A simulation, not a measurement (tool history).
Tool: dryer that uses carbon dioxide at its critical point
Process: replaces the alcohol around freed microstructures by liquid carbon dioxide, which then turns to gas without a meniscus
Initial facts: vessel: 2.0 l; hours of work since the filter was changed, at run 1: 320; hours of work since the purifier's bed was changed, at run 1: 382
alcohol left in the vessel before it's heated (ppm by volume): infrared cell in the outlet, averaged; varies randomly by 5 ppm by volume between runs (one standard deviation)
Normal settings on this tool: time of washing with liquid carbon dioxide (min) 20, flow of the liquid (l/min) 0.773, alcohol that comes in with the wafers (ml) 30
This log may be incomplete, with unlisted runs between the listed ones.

run    hour  time of washing with liquid carbon dioxide (min)  flow of the liquid (l/min)  alcohol that comes in with the wafers (ml)  hours of work since the filter was changed  hours of work since the purifier's bed was changed  alcohol left in the vessel before it's heated (ppm by volume)
  1       0                                                20                       0.773                                          30                                         320                                                 382                                                             95
  2    18.4                                                20                       0.773                                          30                                         327                                                 390                                                             89
  3    37.8                                                20                       0.908                                          30                                         335                                                 398                                                             53
  4    54.4                                                20                        0.75                                          30                                         342                                                 405                                                            111
  5    69.5                                                20                        0.75                                          30                                         348                                                 411                                                            100
  6    88.9                                                20                       0.516                                          30                                         356                                                 419                                                            382
  7   118.8                                                20                       0.516                                          20                                         368                                                 431                                                            278
  8   137.8                                                21                       0.773                                          30                                         376                                                 439                                                             88
  9   150.4                                                21                       0.773                                          30                                         381                                                 444                                                             98
 10   167.7                                                30                       0.773                                          30                                         388                                                 451                                                             48
 11   189.3                                                30                       0.773                                          30                                         397                                                 460                                                             62
 12   211.8                                                20                       0.773                                          85                                         406                                                 469                                                            207
 13   224.8                                                20                       0.588                                          85                                         412                                                 474                                                            631
 14     252                                                20                        1.04                                          30                                         423                                                 485                                                             70
 15     270                                                20                       0.773                                          30                                         430                                                 493                                                            103
      277.8  -- inlet filter changed
 16   297.4                                                20                       0.773                                          30                                           8                                                 504                                                             86
 17   328.3                                                20                       0.773                                          30                                          21                                                 516                                                             90
 18   347.2                                                20                        1.24                                          30                                          28                                                 524                                                             55
 19   375.6                                                20                        1.24                                          30                                          40                                                 536                                                             57
 20   401.4                                                20                        1.24                                          30                                          51                                                 546                                                             62
 21   423.3                                                20                       0.773                                          30                                          60                                                 555                                                             98
 22   440.8                                                20                       0.773                                          30                                          67                                                 562                                                             98
 23   471.3                                                20                       0.773                                          30                                          79                                                 575                                                             97
 24     496                                                14                       0.773                                          30                                          89                                                 585                                                            269
 25   510.8                                                14                       0.773                                          30                                          95                                                 591                                                            286
 26   541.9                                                14                       0.773                                          30                                         108                                                 604                                                            280
 27     564                                                14                       0.773                                          30                                         117                                                 613                                                            285
 28   586.4                                                13                       0.476                                          94                                         126                                                 622                                                           4434
 29   614.5                                                32                       0.773                                          34                                         138                                                 633                                                             75
 30   630.1                                                32                       0.593                                          56                                         144                                                 640                                                             95
 31   657.6                                                26                       0.771                                          21                                         155                                                 651                                                             72
 32     682                                                14                       0.863                                          31                                         165                                                 661                                                            212
 33   696.2                                                22                       0.802                                          30                                         171                                                 667                                                             90
 34   715.7                                                28                       1.026                                          36                                         179                                                 675                                                             75
 35   739.2                                                25                       1.026                                          37                                         189                                                 684                                                             72
 36   761.5                                                18                       0.773                                          39                                         198                                                 694                                                            162
 37   787.8                                                16                       0.773                                          71                                         209                                                 704                                                            392
 38   812.2                                                20                       0.519                                          27                                         219                                                 714                                                            343
 39   827.7                                                22                       0.519                                          36                                         225                                                 721                                                            316
 40   847.3                                                13                       1.168                                          48                                         233                                                 729                                                            153
 41   876.7                                                19                       0.755                                          44                                         245                                                 741                                                            182
 42   901.8                                                29                       0.832                                          44                                         255                                                 751                                                             70
 43   918.5                                                24                       0.853                                          35                                         262                                                 758                                                             94
 44   936.8                                                15                       1.219                                          50                                         270                                                 765                                                            106
 45   960.6                                                15                       0.742                                          21                                         279                                                 775                                                            240
 46   984.4                                                15                       0.742                                          21                                         289                                                 785                                                            253
 47   997.9                                                20                        1.05                                          30                                         295                                                 790                                                             90
 48  1022.3                                                20                        1.05                                          30                                         305                                                 800                                                             85

Here are 3 independent what-if runs from the current tool condition. What would each one return?
  A  1041.7                                                25                       0.496                                          44                                         313                                                 808                                                              ?
  B  1041.7                                                31                       0.773                                          30                                         313                                                 808                                                              ?
  C  1041.7                                                23                       0.534                                          30                                         313                                                 808                                                              ?

run  alcohol left in the vessel before it's heated (ppm by volume)
  A                                                            287
  B                                                             84
  C                                                            236
Had the tool no hidden state, the same runs would have come out as:
run  alcohol left in the vessel before it's heated (ppm by volume)
  A                                                            145
  B                                                              2
  C                                                            110
